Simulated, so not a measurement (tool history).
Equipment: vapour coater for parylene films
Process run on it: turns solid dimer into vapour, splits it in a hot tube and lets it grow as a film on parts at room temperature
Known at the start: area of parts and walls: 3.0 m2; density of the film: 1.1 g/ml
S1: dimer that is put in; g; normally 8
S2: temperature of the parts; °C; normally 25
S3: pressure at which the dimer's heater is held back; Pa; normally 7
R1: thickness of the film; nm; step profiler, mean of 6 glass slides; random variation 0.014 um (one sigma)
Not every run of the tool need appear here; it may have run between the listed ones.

run,day,S1,S2,S3,R1
1,0,8,25,7,1390
2,0.621,8,25,7,1420
3,1.188,8,25,7,1440
4,1.917,8,25,7,1410
5,2.333,8,25,2.63,1570
6,2.821,8,25,2.63,1580
7,3.375,8,25,7.47,1400
8,4.038,8,25,7.47,1380
9,4.438,8,25,7.47,1370
10,4.979,5,25,7.47,890
11,5.754,5,25,7.47,860
12,6.121,8,25,2.47,1560
# day 6.558: trap's valve overhauled
13,6.692,8,25,7.1,1480
14,7.367,8,25,7.1,1480
15,7.696,4,25,7,740
16,8.3,8,25,7,1450
17,8.8,8,25,7,1480
18,9.229,8,25,7,1470
19,9.65,8,25,8.95,1430
20,10.346,8,25,3.15,1610
21,10.717,14,25,3.18,2810
22,11.308,4,19,9.04,840
23,11.862,12,26,3.8,2290
24,12.404,7,25,6.6,1250
25,12.746,9,34,4.47,1290
26,13.488,9,23,4.47,1820
27,14.029,9,23,4.47,1820
28,14.362,10,20,4.47,2180
29,15.1,10,20,4.47,2220
30,15.529,8,25,9.38,1380
31,16.104,5,25,3.99,960
32,16.696,5,25,3.99,950
33,17.15,4,25,3.99,740
34,17.725,7,25,4.65,1290
35,18.433,11,25,7,1950
36,19.162,11,25,7,1940
37,19.604,13,30,5.54,2020

The same runs without the tool's hidden state, with the same run-to-run variation:
Hidden state present: vapour lost through the trap's worn valve, %; true temperature of the parts over the reading, C; drift of the gauge itself on film_um, %.
run,R1
1,1460
2,1490
3,1520
4,1500
5,1660
6,1680
7,1490
8,1470
9,1460
10,950
11,930
12,1680
13,1490
14,1500
15,750
16,1470
17,1500
18,1490
19,1450
20,1640
21,2870
22,860
23,2360
24,1290
25,1330
26,1880
27,1880
28,2270
29,2310
30,1440
31,1000
32,990
33,770
34,1360
35,2060
36,2050
37,2150
